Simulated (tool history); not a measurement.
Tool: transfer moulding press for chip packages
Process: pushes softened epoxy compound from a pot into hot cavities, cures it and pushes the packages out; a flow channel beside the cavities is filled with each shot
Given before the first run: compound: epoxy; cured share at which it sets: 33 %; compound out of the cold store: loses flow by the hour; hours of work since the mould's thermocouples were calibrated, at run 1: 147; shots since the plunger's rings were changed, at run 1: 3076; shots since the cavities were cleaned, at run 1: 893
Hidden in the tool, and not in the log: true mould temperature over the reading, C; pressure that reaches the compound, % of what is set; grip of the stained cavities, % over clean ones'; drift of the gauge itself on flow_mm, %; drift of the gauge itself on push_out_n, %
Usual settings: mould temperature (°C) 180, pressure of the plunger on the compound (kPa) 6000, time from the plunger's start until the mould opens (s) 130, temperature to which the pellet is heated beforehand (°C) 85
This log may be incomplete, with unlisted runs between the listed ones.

run   hour  mould temperature (°C)  pressure of the plunger on the compound (kPa)  time from the plunger's start until the mould opens (s)  temperature to which the pellet is heated beforehand (°C)  hours of work since the mould's thermocouples were calibrated  shots since the plunger's rings were changed  shots since the cavities were cleaned  incoming compound's hours out of the cold store  length that the compound runs in the flow channel (mm)  greatest force on the pins that push the packages out (N)
  1      0                     180                                           6000                                                      130                                                         85                                                            147                                          3076                                    893                                             17.1                                                     514                                                        348
       9.6  -- cavities cleaned with cleaning compound and waxed
  2   10.8                     180                                           6000                                                      130                                                         85                                                            152                                          3163                                     12                                             15.6                                                     517                                                        321
  3   22.2                     180                                           6000                                                      111                                                         85                                                            159                                          3269                                    118                                             40.4                                                     476                                                        432
  4   34.5                     180                                           6000                                                      111                                                         85                                                            167                                          3384                                    233                                             39.1                                                     473                                                        433
  5   47.1                     180                                           4940                                                      130                                                         85                                                            174                                          3502                                    351                                               38                                                     438                                                        340
  6   59.5                     180                                           5540                                                      130                                                         85                                                            181                                          3618                                    467                                             27.8                                                     475                                                        354
  7   73.5                     180                                           6000                                                      130                                                         85                                                            190                                          3749                                    598                                             40.2                                                     473                                                        336
  8   87.1                     180                                           6000                                                      130                                                         78                                                            198                                          3877                                    726                                             47.1                                                     477                                                        345
  9   99.8                     180                                           6000                                                      130                                                         78                                                            205                                          3995                                    844                                               17                                                     511                                                        347
     114.3  -- cavities cleaned with cleaning compound and waxed
 10    115                     180                                           6000                                                      130                                                         78                                                            214                                          4123                                      6                                             40.1                                                     479                                                        346
 11    128                     180                                           6000                                                      130                                                         78                                                            221                                          4245                                    128                                             17.1                                                     507                                                        345
 12  139.7                     180                                           6000                                                      130                                                         78                                                            228                                          4355                                    238                                             30.7                                                     498                                                        355
 13  153.3                     180                                           6000                                                      130                                                         78                                                            237                                          4482                                    365                                             10.2                                                     526                                                        359
 14  162.5                     180                                           6000                                                      130                                                         78                                                            242                                          4568                                    451                                             19.2                                                     507                                                        347
 15  172.4                     183                                           5030                                                      118                                                         87                                                            248                                          4661                                    544                                             14.1                                                     463                                                        345
 16  183.5                     183                                           5030                                                      118                                                         87                                                            255                                          4764                                    647                                             32.4                                                     440                                                        336
 17  195.5                     187                                           7220                                                      144                                                         85                                                            262                                          4876                                    759                                             31.4                                                     515                                                        298
 18  205.3                     187                                           7220                                                      128                                                         75                                                            268                                          4968                                    851                                             30.4                                                     513                                                        305
 19  212.4                     187                                           7220                                                      128                                                         75                                                            272                                          5035                                    918                                             36.5                                                     509                                                        315

The next listed run, before its measurement:
     219.3  -- cavities cleaned with cleaning compound and waxed
 20  222.5                     187                                           7180                                                      157                                                         76                                                            277                                          5115                                     30                                             43.4                                                       ?                                                          ?

length that the compound runs in the flow channel (mm): 509
greatest force on the pins that push the packages out (N): 285
Had the tool carried no hidden state, the very same run would have given length that the compound runs in the flow channel (mm) 510, greatest force on the pins that push the packages out (N) 284.
